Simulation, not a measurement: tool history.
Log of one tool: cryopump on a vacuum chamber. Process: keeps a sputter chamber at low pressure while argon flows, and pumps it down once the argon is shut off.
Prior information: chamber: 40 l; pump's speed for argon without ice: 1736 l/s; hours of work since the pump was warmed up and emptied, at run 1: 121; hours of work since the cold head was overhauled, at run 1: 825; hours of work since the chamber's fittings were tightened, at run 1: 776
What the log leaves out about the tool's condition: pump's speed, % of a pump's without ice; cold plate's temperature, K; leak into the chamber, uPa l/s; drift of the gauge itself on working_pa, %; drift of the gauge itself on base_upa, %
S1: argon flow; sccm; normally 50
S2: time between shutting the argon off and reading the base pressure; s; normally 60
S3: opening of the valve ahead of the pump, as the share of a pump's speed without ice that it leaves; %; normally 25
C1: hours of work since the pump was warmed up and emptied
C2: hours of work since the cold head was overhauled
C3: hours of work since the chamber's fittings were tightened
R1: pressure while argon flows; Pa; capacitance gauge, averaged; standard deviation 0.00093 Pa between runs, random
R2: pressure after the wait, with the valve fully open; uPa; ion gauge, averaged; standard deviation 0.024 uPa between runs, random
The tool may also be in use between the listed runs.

run 1 hour=0.0 | S1=50 S2=60 S3=25 | C1=121 C2=825 C3=776 | R1=0.1982 R2=1.17
run 2 hour=25.5 | S1=50 S2=60 S3=25 | C1=138 C2=841 C3=792 | R1=0.1985 R2=1.20
run 3 hour=60.1 | S1=50 S2=60 S3=36 | C1=160 C2=863 C3=814 | R1=0.1388 R2=1.21
run 4 hour=109.2 | S1=50 S2=33 S3=25 | C1=191 C2=895 C3=846 | R1=0.1987 R2=1.80
run 5 hour=155.7 | S1=50 S2=33 S3=25 | C1=221 C2=925 C3=875 | R1=0.1993 R2=1.78
run 6 hour=177.0 | S1=50 S2=33 S3=25 | C1=235 C2=938 C3=889 | R1=0.2031 R2=1.88
run 7 hour=206.6 | S1=50 S2=185 S3=25 | C1=254 C2=957 C3=908 | R1=0.1997 R2=0.71
run 8 hour=233.3 | S1=50 S2=56 S3=25 | C1=271 C2=974 C3=925 | R1=0.1999 R2=1.28
run 9 hour=267.5 | S1=50 S2=60 S3=25 | C1=293 C2=996 C3=947 | R1=0.2003 R2=1.29
run 10 hour=296.0 | S1=50 S2=60 S3=25 | C1=311 C2=1015 C3=965 | R1=0.2008 R2=1.26
run 11 hour=321.4 | S1=50 S2=39 S3=25 | C1=327 C2=1031 C3=982 | R1=0.2019 R2=1.64
run 12 hour=354.9 | S1=50 S2=60 S3=55 | C1=349 C2=1052 C3=1003 | R1=0.0960 R2=1.24
run 13 hour=401.1 | S1=50 S2=282 S3=25 | C1=378 C2=1082 C3=1033 | R1=0.2031 R2=0.69
run 14 hour=448.0 | S1=50 S2=282 S3=25 | C1=408 C2=1112 C3=1063 | R1=0.2050 R2=0.68
run 15 hour=478.7 | S1=50 S2=282 S3=25 | C1=428 C2=1132 C3=1082 | R1=0.2051 R2=0.71
run 16 hour=505.9 | S1=50 S2=60 S3=25 | C1=445 C2=1149 C3=1100 | R1=0.2064 R2=1.30
run 17 hour=551.3 | S1=50 S2=63 S3=25 | C1=474 C2=1178 C3=1129 | R1=0.2063 R2=1.28
run 18 hour=597.2 | S1=50 S2=63 S3=25 | C1=504 C2=1208 C3=1158 | R1=0.2076 R2=1.30
run 19 hour=642.7 | S1=50 S2=63 S3=25 | C1=533 C2=1237 C3=1187 | R1=0.2077 R2=1.31
run 20 hour=676.9 | S1=50 S2=63 S3=25 | C1=555 C2=1259 C3=1209 | R1=0.2088 R2=1.33
run 21 hour=721.3 | S1=50 S2=63 S3=25 | C1=583 C2=1287 C3=1238 | R1=0.2104 R2=1.41
run 22 hour=758.1 | S1=53 S2=208 S3=25 | C1=607 C2=1311 C3=1261 | R1=0.2243 R2=0.88
run 23 hour=785.6 | S1=53 S2=208 S3=35 | C1=625 C2=1329 C3=1279 | R1=0.1655 R2=0.88
run 24 hour=826.8 | S1=53 S2=64 S3=58 | C1=651 C2=1355 C3=1305 | R1=0.1087 R2=1.41
-- hour=881.6 pump warmed up, emptied and cooled again
run 25 hour=881.6 | S1=53 S2=64 S3=58 | C1=0 C2=1387 C3=1337 | R1=0.0895 R2=1.25
run 26 hour=914.6 | S1=24 S2=49 S3=58 | C1=21 C2=1408 C3=1359 | R1=0.0403 R2=1.51
run 27 hour=938.7 | S1=57 S2=60 S3=25 | C1=37 C2=1423 C3=1374 | R1=0.2245 R2=1.29
run 28 hour=979.5 | S1=50 S2=100 S3=46 | C1=63 C2=1450 C3=1400 | R1=0.1084 R2=1.02
run 29 hour=1020.1 | S1=50 S2=60 S3=49 | C1=89 C2=1476 C3=1426 | R1=0.1027 R2=1.39
run 30 hour=1044.6 | S1=50 S2=60 S3=49 | C1=104 C2=1491 C3=1442 | R1=0.1015 R2=1.32
run 31 hour=1091.6 | S1=50 S2=60 S3=49 | C1=135 C2=1521 C3=1472 | R1=0.1034 R2=1.35
run 32 hour=1123.2 | S1=88 S2=20 S3=25 | C1=155 C2=1542 C3=1492 | R1=0.3503 R2=2.87
run 33 hour=1150.7 | S1=27 S2=44 S3=22 | C1=173 C2=1559 C3=1510 | R1=0.1215 R2=1.67
run 34 hour=1182.9 | S1=27 S2=44 S3=22 | C1=193 C2=1580 C3=1530 | R1=0.1232 R2=1.60
run 35 hour=1208.5 | S1=37 S2=25 S3=19 | C1=210 C2=1596 C3=1547 | R1=0.1943 R2=2.37

Predict each of these 3 candidate next runs independently; none follows another, all start after run 35:
run A hour=1255.7 | S1=50 S2=55 S3=25 | C1=240 C2=1627 C3=1577 | R1=? R2=?
run B hour=1255.7 | S1=37 S2=25 S3=20 | C1=240 C2=1627 C3=1577 | R1=? R2=?
run C hour=1255.7 | S1=50 S2=60 S3=38 | C1=240 C2=1627 C3=1577 | R1=? R2=?

run=A R1=0.2018 R2=1.41
run=B R1=0.1835 R2=2.51
run=C R1=0.1346 R2=1.47
The same runs, with their run-to-run variation unchanged, on a tool lacking any hidden condition would have given:
run=A R1=0.1955 R2=0.96
run=B R1=0.1789 R2=2.04
run=C R1=0.1283 R2=0.99
